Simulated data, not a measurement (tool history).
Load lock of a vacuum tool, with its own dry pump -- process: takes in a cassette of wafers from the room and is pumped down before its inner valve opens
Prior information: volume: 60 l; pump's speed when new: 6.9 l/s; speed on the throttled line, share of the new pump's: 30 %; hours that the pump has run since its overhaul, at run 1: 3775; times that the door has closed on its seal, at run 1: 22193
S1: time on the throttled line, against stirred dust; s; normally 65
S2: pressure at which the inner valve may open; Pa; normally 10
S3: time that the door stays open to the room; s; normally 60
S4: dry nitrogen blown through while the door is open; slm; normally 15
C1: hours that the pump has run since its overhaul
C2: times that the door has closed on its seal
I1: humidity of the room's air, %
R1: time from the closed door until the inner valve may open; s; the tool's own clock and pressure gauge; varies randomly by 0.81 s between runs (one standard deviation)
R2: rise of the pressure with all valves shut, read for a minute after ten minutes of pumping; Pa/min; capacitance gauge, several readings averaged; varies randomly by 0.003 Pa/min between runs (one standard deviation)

run    hour   S1  S2   S3  S4    C1     C2    I1     R1     R2
  1       0   65  10   60  15  3775  22193  47.1  130.5   0.11
  2   105.8   65  10   60  15  3881  22687  46.5  129.5    0.1
  3   189.1   65  10   60  15  3964  23076  47.2  130.1  0.112
  4   298.7   65  10   60  15  4074  23588  44.4  128.3  0.111
  5   400.6   65  10   60  15  4175  24064  44.4  128.7  0.118
  6   470.1   65   8   60  15  4245  24388  44.5  130.6  0.123
  7   531.5   65  10   60  15  4306  24675  41.8    128  0.117
  8   654.7   61  10   60  15  4430  25250  43.4  127.4  0.128
  9   758.9   61  10   60  15  4534  25737  44.8  125.6  0.126
 10   867.1   61  10   60  15  4642  26242  45.6  127.6   0.13
 11   974.2   61  10   60  15  4749  26742  43.9  127.7  0.133
 12    1095   61  10   60  15  4870  27306  44.5  128.1  0.131
 13  1216.7   61  10   60  15  4992  27874  41.8    127  0.136
 14  1280.6   61  10   60  15  5055  28172    46  126.9  0.148
 15  1340.5   96  10   43  12  5115  28452  43.8  150.8  0.143
 16  1450.9   96  10   43  12  5226  28967  43.9  150.8  0.143
 17  1570.6   98  10  122  15  5345  29527  43.8    153  0.165
 18  1662.5   65  10   92   9  5437  29956  45.8  129.9   0.17
 19    1721   65  10   92   9  5496  30229  43.1  129.9  0.167
 20  1813.4  123  10   60  15  5588  30660  43.8    170  0.161
 21  1881.9  123  10   60  15  5657  30980    42  172.1  0.159
 22  1935.3   73  10  200  15  5710  31229    45  135.9  0.187

Selected run-to-run steps in R1, each split into two signed amounts: the part the tool would show with no hidden state at all (from settings, incoming material and random variation), and the remainder, which goes to the hidden state together with any gauge scatter not common to the measured and the hidden-state-free results:
Hidden state at play: pump's speed, % of a new pump's; leak at the door's seal, Pa l/s; drift of the gauge itself on ready_s, %; drift of the gauge itself on rise_pa_min, %.
Run 19 -> 20: S1 65 -> 123, S3 92 -> 60, S4 9 -> 15. R1 +40.1 s: hidden state -1.1, all else +41.2.
Run 21 -> 22: S1 123 -> 73, S3 60 -> 200. R1 -36.2 s: hidden state +1, all else -37.2.

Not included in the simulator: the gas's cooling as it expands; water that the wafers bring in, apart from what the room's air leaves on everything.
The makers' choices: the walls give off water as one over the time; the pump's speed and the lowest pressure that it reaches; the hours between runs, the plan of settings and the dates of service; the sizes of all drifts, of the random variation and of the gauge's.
